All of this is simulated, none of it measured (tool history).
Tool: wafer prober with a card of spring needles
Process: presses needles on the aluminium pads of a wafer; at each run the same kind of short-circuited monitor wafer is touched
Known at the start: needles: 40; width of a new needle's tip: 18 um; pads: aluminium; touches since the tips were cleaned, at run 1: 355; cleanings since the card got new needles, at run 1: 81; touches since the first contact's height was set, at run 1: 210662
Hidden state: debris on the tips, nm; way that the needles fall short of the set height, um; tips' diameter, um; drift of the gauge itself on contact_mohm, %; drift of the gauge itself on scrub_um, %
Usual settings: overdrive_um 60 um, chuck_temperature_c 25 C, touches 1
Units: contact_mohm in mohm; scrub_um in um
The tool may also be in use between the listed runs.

run	hour	overdrive_um	chuck_temperature_c	touches	touches since the tips were cleaned	cleanings since the card got new needles	touches since the first contact's height was set	contact_mohm	scrub_um
1	0	60	25	1	355	81	210662	255	15.58
# hour 8.9: tips cleaned on abrasive film
2	16.3	60	91	1	1843	82	214706	274	15.45
# hour 18.4: tips cleaned on abrasive film
# hour 22.5: height of the first contact set anew
# hour 29.2: tips cleaned on abrasive film
# hour 39.7: tips cleaned on abrasive film
# hour 50.5: tips cleaned on abrasive film
3	51.3	60	91	1	219	86	7138	275	15.72
# hour 60.2: tips cleaned on abrasive film
# hour 70.6: tips cleaned on abrasive film
# hour 80.8: tips cleaned on abrasive film
4	85.2	60	37	1	1109	89	15540	262	16.03
# hour 91.4: tips cleaned on abrasive film
# hour 102.5: tips cleaned on abrasive film
5	110.2	60	25	1	1922	91	21746	253	15.79
# hour 112.5: tips cleaned on abrasive film
# hour 123: tips cleaned on abrasive film
# hour 132.5: tips cleaned on abrasive film
6	132.5	60	25	1	0	94	27260	253	16.13
# hour 143.4: tips cleaned on abrasive film
7	149.5	60	25	1	1544	95	31503	253	15.83
# hour 153.7: tips cleaned on abrasive film
# hour 162.6: tips cleaned on abrasive film
# hour 171.8: tips cleaned on abrasive film
8	171.8	47	25	1	0	98	37011	261	12.32
# hour 181.9: tips cleaned on abrasive film
# hour 192.5: tips cleaned on abrasive film
# hour 202.3: tips cleaned on abrasive film
9	202.3	60	25	1	0	101	44561	258	15.8
# hour 213: tips cleaned on abrasive film
# hour 223.6: tips cleaned on abrasive film
10	224.1	60	25	1	133	103	49968	254	15.82
# hour 232.7: tips cleaned on abrasive film
# hour 243.2: tips cleaned on abrasive film
# hour 254.3: tips cleaned on abrasive film
11	258.7	60	25	1	1084	106	58543	259	15.41
# hour 264.4: tips cleaned on abrasive film
# hour 274.9: tips cleaned on abrasive film
12	280.7	60	25	1	1449	108	64002	256	15.71
# hour 285: tips cleaned on abrasive film
# hour 295.5: tips cleaned on abrasive film
# hour 305.9: tips cleaned on abrasive film
13	312.1	71	25	1	1560	111	71804	254	18.71
# hour 316.6: tips cleaned on abrasive film
# hour 327.1: tips cleaned on abrasive film
# hour 337.3: tips cleaned on abrasive film
# hour 347.8: tips cleaned on abrasive film
14	347.8	71	25	1	0	115	80637	249	18.33
# hour 357.8: tips cleaned on abrasive film
# hour 368.8: tips cleaned on abrasive film
# hour 379.3: tips cleaned on abrasive film
15	380.2	53	101	2	212	118	88669	278	14.17
# hour 389.1: tips cleaned on abrasive film
# hour 398: tips cleaned on abrasive film
# hour 407.8: tips cleaned on abrasive film
# hour 417.7: tips cleaned on abrasive film
16	417.7	43	28	2	0	122	97965	265	11.26
# hour 428.1: tips cleaned on abrasive film
# hour 438.7: tips cleaned on abrasive film
# hour 449.6: tips cleaned on abrasive film
17	449.8	60	83	1	56	125	105933	276	15.71
# hour 458.7: tips cleaned on abrasive film
# hour 468.9: tips cleaned on abrasive film
18	472	60	83	1	781	127	111441	276	15.81
# hour 478.5: tips cleaned on abrasive film
# hour 489.4: tips cleaned on abrasive film
# hour 500: tips cleaned on abrasive film
# hour 510.4: tips cleaned on abrasive film
19	511.5	59	106	1	281	131	121225	284	15.28
# hour 520.2: tips cleaned on abrasive film
20	528.3	51	37	2	2008	132	125388	263	13.13
# hour 530.5: tips cleaned on abrasive film
# hour 541.5: tips cleaned on abrasive film
21	545	74	46	2	875	134	129530	255	19.19
# hour 551.7: tips cleaned on abrasive film
# hour 561.9: tips cleaned on abrasive film
# hour 572.9: tips cleaned on abrasive film
22	577.7	61	46	1	1204	137	137644	257	16.07
# hour 582.2: tips cleaned on abrasive film
# hour 592.8: tips cleaned on abrasive film
# hour 603.9: tips cleaned on abrasive film
23	604.1	71	37	2	37	140	144165	257	18.66
# hour 612.9: tips cleaned on abrasive film
# hour 621.8: tips cleaned on abrasive film
24	626.4	62	121	2	1155	142	149716	282	16.27
# hour 630.9: tips cleaned on abrasive film
# hour 642: tips cleaned on abrasive film
# hour 653.1: tips cleaned on abrasive film
# hour 663.6: tips cleaned on abrasive film
25	666.2	62	28	2	633	146	159562	255	16.45
# hour 674.2: tips cleaned on abrasive film
# hour 684.9: tips cleaned on abrasive film
# hour 695.6: tips cleaned on abrasive film
26	700.2	55	25	1	1148	149	168004	256	14.44
# hour 704.6: tips cleaned on abrasive film
# hour 715.1: tips cleaned on abrasive film
# hour 725.7: tips cleaned on abrasive film
# hour 735.6: tips cleaned on abrasive film
27	739.1	60	111	1	875	153	177648	279	15.47

How the hidden state differs across the entries between the runs, from the last listed run before each to the first after it:
Between runs 1 and 2: tips cleaned on abrasive film (hour 8.9)
  debris on the tips, nm: 0 -> 0.1
Between runs 2 and 3: tips cleaned on abrasive film (hour 18.4); height of the first contact set anew (hour 22.5); tips cleaned on abrasive film (hour 29.2); tips cleaned on abrasive film (hour 39.7); tips cleaned on abrasive film (hour 50.5)
  debris on the tips, nm: 0.1 -> 0; way that the needles fall short of the set height, um: 0.02 -> 0
Between runs 3 and 4: tips cleaned on abrasive film (hour 60.2); tips cleaned on abrasive film (hour 70.6); tips cleaned on abrasive film (hour 80.8)
  debris on the tips, nm: 0 -> 0.1
Between runs 4 and 5: tips cleaned on abrasive film (hour 91.4); tips cleaned on abrasive film (hour 102.5)
  no hidden state differs between the two runs
Between runs 5 and 6: tips cleaned on abrasive film (hour 112.5); tips cleaned on abrasive film (hour 123); tips cleaned on abrasive film (hour 132.5)
  debris on the tips, nm: 0.1 -> 0
Between runs 6 and 7: tips cleaned on abrasive film (hour 143.4)
  debris on the tips, nm: 0 -> 0.1
Between runs 7 and 8: tips cleaned on abrasive film (hour 153.7); tips cleaned on abrasive film (hour 162.6); tips cleaned on abrasive film (hour 171.8)
  debris on the tips, nm: 0.1 -> 0
Between runs 8 and 9: tips cleaned on abrasive film (hour 181.9); tips cleaned on abrasive film (hour 192.5); tips cleaned on abrasive film (hour 202.3)
  no hidden state differs between the two runs
Between runs 9 and 10: tips cleaned on abrasive film (hour 213); tips cleaned on abrasive film (hour 223.6)
  no hidden state differs between the two runs
Between runs 10 and 11: tips cleaned on abrasive film (hour 232.7); tips cleaned on abrasive film (hour 243.2); tips cleaned on abrasive film (hour 254.3)
  debris on the tips, nm: 0 -> 0.1
Between runs 11 and 12: tips cleaned on abrasive film (hour 264.4); tips cleaned on abrasive film (hour 274.9)
  way that the needles fall short of the set height, um: 0 -> 0.01
Between runs 12 and 13: tips cleaned on abrasive film (hour 285); tips cleaned on abrasive film (hour 295.5); tips cleaned on abrasive film (hour 305.9)
  no hidden state differs between the two runs
Between runs 13 and 14: tips cleaned on abrasive film (hour 316.6); tips cleaned on abrasive film (hour 327.1); tips cleaned on abrasive film (hour 337.3); tips cleaned on abrasive film (hour 347.8)
  debris on the tips, nm: 0.1 -> 0
Between runs 14 and 15: tips cleaned on abrasive film (hour 357.8); tips cleaned on abrasive film (hour 368.8); tips cleaned on abrasive film (hour 379.3)
  no hidden state differs between the two runs
Between runs 15 and 16: tips cleaned on abrasive film (hour 389.1); tips cleaned on abrasive film (hour 398); tips cleaned on abrasive film (hour 407.8); tips cleaned on abrasive film (hour 417.7)
  no hidden state differs between the two runs
Between runs 16 and 17: tips cleaned on abrasive film (hour 428.1); tips cleaned on abrasive film (hour 438.7); tips cleaned on abrasive film (hour 449.6)
  no hidden state differs between the two runs
Between runs 17 and 18: tips cleaned on abrasive film (hour 458.7); tips cleaned on abrasive film (hour 468.9)
  no hidden state differs between the two runs
Between runs 18 and 19: tips cleaned on abrasive film (hour 478.5); tips cleaned on abrasive film (hour 489.4); tips cleaned on abrasive film (hour 500); tips cleaned on abrasive film (hour 510.4)
  no hidden state differs between the two runs
Between runs 19 and 20: tips cleaned on abrasive film (hour 520.2)
  debris on the tips, nm: 0 -> 0.1
Between runs 20 and 21: tips cleaned on abrasive film (hour 530.5); tips cleaned on abrasive film (hour 541.5)
  no hidden state differs between the two runs
Between runs 21 and 22: tips cleaned on abrasive film (hour 551.7); tips cleaned on abrasive film (hour 561.9); tips cleaned on abrasive film (hour 572.9)
  no hidden state differs between the two runs
Between runs 22 and 23: tips cleaned on abrasive film (hour 582.2); tips cleaned on abrasive film (hour 592.8); tips cleaned on abrasive film (hour 603.9)
  debris on the tips, nm: 0.1 -> 0
Between runs 23 and 24: tips cleaned on abrasive film (hour 612.9); tips cleaned on abrasive film (hour 621.8)
  debris on the tips, nm: 0 -> 0.1
Between runs 24 and 25: tips cleaned on abrasive film (hour 630.9); tips cleaned on abrasive film (hour 642); tips cleaned on abrasive film (hour 653.1); tips cleaned on abrasive film (hour 663.6)
  debris on the tips, nm: 0.1 -> 0
Between runs 25 and 26: tips cleaned on abrasive film (hour 674.2); tips cleaned on abrasive film (hour 684.9); tips cleaned on abrasive film (hour 695.6)
  debris on the tips, nm: 0 -> 0.1
Between runs 26 and 27: tips cleaned on abrasive film (hour 704.6); tips cleaned on abrasive film (hour 715.1); tips cleaned on abrasive film (hour 725.7); tips cleaned on abrasive film (hour 735.6)
  no hidden state differs between the two runs

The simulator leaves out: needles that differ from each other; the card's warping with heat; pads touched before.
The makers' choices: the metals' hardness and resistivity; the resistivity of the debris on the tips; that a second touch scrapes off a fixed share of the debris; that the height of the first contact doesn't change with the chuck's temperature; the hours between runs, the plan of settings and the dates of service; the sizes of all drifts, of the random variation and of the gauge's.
